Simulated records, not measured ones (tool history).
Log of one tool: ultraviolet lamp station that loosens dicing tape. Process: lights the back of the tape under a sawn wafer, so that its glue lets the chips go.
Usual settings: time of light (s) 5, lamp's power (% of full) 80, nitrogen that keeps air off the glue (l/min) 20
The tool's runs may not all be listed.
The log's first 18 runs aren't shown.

| run | hour | time of light (s) | lamp's power (% of full) | nitrogen that keeps air off the glue (l/min) | hours of work of the lamp | hours of work since the window was cleaned | force that peels the tape off (N) | light that reached the tape (mJ/cm²) |
|---|---|---|---|---|---|---|---|---|
| 19 | 719.7 | 5 | 80 | 16 | 519 | 137 | 0.669 | 458 |
| 20 | 772.9 | 5 | 80 | 20 | 546 | 163 | 0.572 | 453 |
| 21 | 820.4 | 5 | 80 | 20 | 569 | 187 | 0.629 | 449 |
| 22 | 863.8 | 5 | 80 | 20 | 591 | 209 | 0.634 | 433 |
| 23 | 898.6 | 3 | 80 | 20 | 609 | 226 | 1.821 | 259 |
| 24 | 927.4 | 5 | 96 | 20 | 623 | 241 | 0.427 | 511 |
| 25 | 979.8 | 5 | 96 | 20 | 649 | 267 | 0.448 | 508 |
| 26 | 1017.2 | 5 | 80 | 35 | 668 | 285 | 0.534 | 416 |
| 27 | 1048 | 4 | 78 | 33 | 683 | 301 | 1.011 | 321 |
| 28 | 1077.2 | 4 | 78 | 33 | 698 | 315 | 1.024 | 314 |
| 29 | 1112.5 | 4 | 78 | 33 | 715 | 333 | 1.043 | 316 |
| 30 | 1163.4 | 4 | 78 | 33 | 741 | 358 | 1.108 | 310 |
| 31 | 1211.5 | 4 | 78 | 33 | 765 | 382 | 1.108 | 302 |
| 32 | 1254.1 | 3 | 62 | 22 | 786 | 404 | 2.851 | 176 |

Forecast each of these 3 alternatives for the next run:
| A | 1304.6 | 4 | 67 | 22 | 811 | 429 | ? | ? |
| B | 1304.6 | 6 | 69 | 22 | 811 | 429 | ? | ? |
| C | 1304.6 | 6 | 99 | 7 | 811 | 429 | ? | ? |

| run | force that peels the tape off (N) | light that reached the tape (mJ/cm²) |
|---|---|---|
| A | 1.799 | 258 |
| B | 0.787 | 387 |
| C | 0.736 | 562 |
Without the tool's hidden state the same runs would have given:
| run | force that peels the tape off (N) | light that reached the tape (mJ/cm²) |
|---|---|---|
| A | 0.771 | 400 |
| B | 0.277 | 603 |
| C | 0.264 | 876 |

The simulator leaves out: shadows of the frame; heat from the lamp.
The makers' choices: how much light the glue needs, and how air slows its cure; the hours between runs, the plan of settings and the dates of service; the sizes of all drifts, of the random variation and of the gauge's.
